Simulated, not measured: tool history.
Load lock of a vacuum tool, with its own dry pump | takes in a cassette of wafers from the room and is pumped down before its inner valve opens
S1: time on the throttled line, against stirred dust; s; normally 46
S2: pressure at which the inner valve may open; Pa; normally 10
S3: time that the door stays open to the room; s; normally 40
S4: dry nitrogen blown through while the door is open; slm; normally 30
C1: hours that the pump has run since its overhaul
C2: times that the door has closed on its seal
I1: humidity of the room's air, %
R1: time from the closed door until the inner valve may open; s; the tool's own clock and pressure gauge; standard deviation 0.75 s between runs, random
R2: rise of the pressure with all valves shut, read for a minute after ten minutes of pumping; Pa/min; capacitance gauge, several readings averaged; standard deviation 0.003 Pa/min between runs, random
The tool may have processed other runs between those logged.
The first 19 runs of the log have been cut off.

{"run": 20, "day": 89.133, "S1": 51, "S2": 10, "S3": 55, "S4": 30, "C1": 3724, "C2": 33671, "I1": 42.0, "R1": 122.1, "R2": 0.146}
{"run": 21, "day": 94.046, "S1": 51, "S2": 10, "S3": 55, "S4": 30, "C1": 3842, "C2": 34131, "I1": 43.1, "R1": 123.5, "R2": 0.144}
{"run": 22, "day": 97.629, "S1": 51, "S2": 10, "S3": 55, "S4": 30, "C1": 3928, "C2": 34466, "I1": 41.1, "R1": 122.8, "R2": 0.149}
{"run": 23, "day": 104.688, "S1": 57, "S2": 13, "S3": 55, "S4": 11, "C1": 4097, "C2": 35125, "I1": 48.3, "R1": 124.8, "R2": 0.162}
{"run": 24, "day": 107.812, "S1": 32, "S2": 10, "S3": 46, "S4": 16, "C1": 4172, "C2": 35418, "I1": 45.7, "R1": 107.7, "R2": 0.158}
{"run": 25, "day": 112.017, "S1": 43, "S2": 13, "S3": 40, "S4": 24, "C1": 4273, "C2": 35811, "I1": 47.3, "R1": 115.1, "R2": 0.149}
{"run": 26, "day": 117.621, "S1": 43, "S2": 13, "S3": 40, "S4": 24, "C1": 4408, "C2": 36335, "I1": 43.8, "R1": 116.7, "R2": 0.157}
{"run": 27, "day": 125.067, "S1": 25, "S2": 10, "S3": 120, "S4": 15, "C1": 4586, "C2": 37030, "I1": 48.4, "R1": 102.6, "R2": 0.181}
{"run": 28, "day": 131.404, "S1": 53, "S2": 8, "S3": 40, "S4": 4, "C1": 4738, "C2": 37623, "I1": 45.2, "R1": 128.5, "R2": 0.171}
{"run": 29, "day": 137.562, "S1": 24, "S2": 9, "S3": 40, "S4": 4, "C1": 4886, "C2": 38198, "I1": 47.9, "R1": 103.4, "R2": 0.191}
{"run": 30, "day": 143.417, "S1": 90, "S2": 9, "S3": 40, "S4": 30, "C1": 5027, "C2": 38746, "I1": 45.4, "R1": 154.4, "R2": 0.165}
{"run": 31, "day": 149.479, "S1": 90, "S2": 9, "S3": 40, "S4": 30, "C1": 5172, "C2": 39312, "I1": 45.8, "R1": 153.1, "R2": 0.176}
{"run": 32, "day": 154.558, "S1": 90, "S2": 9, "S3": 40, "S4": 30, "C1": 5294, "C2": 39787, "I1": 42.9, "R1": 153.1, "R2": 0.181}
{"run": 33, "day": 158.508, "S1": 90, "S2": 9, "S3": 40, "S4": 30, "C1": 5389, "C2": 40157, "I1": 43.1, "R1": 154.9, "R2": 0.174}
{"run": 34, "day": 162.458, "S1": 46, "S2": 18, "S3": 234, "S4": 30, "C1": 5484, "C2": 40526, "I1": 43.8, "R1": 114.3, "R2": 0.207}
{"run": 35, "day": 167.067, "S1": 52, "S2": 16, "S3": 40, "S4": 43, "C1": 5594, "C2": 40956, "I1": 45.9, "R1": 120.6, "R2": 0.179}
{"run": 36, "day": 172.683, "S1": 46, "S2": 10, "S3": 77, "S4": 7, "C1": 5729, "C2": 41481, "I1": 46.0, "R1": 120.1, "R2": 0.21}
{"run": 37, "day": 177.371, "S1": 46, "S2": 16, "S3": 77, "S4": 7, "C1": 5842, "C2": 41920, "I1": 43.9, "R1": 115.3, "R2": 0.217}
{"run": 38, "day": 180.804, "S1": 41, "S2": 16, "S3": 30, "S4": 10, "C1": 5924, "C2": 42241, "I1": 44.3, "R1": 112.1, "R2": 0.192}

Consider 3 possible next runs. They are alternatives, not a sequence: every one starts from the tool as it was left by run 38. What does each give?
{"run": "A", "day": 186.054, "S1": 41, "S2": 16, "S3": 30, "S4": 37, "C1": 6050, "C2": 42731, "I1": 43.9, "R1": "?", "R2": "?"}
{"run": "B", "day": 186.054, "S1": 31, "S2": 16, "S3": 30, "S4": 10, "C1": 6050, "C2": 42731, "I1": 45.0, "R1": "?", "R2": "?"}
{"run": "C", "day": 186.054, "S1": 82, "S2": 16, "S3": 64, "S4": 10, "C1": 6050, "C2": 42731, "I1": 43.2, "R1": "?", "R2": "?"}

run=A R1=114.2 R2=0.196
run=B R1=104.3 R2=0.199
run=C R1=144.5 R2=0.208
Had the tool no hidden state, the same runs would have come out as:
run=A R1=109.1 R2=0.010
run=B R1=99.3 R2=0.019
run=C R1=140.2 R2=0.024
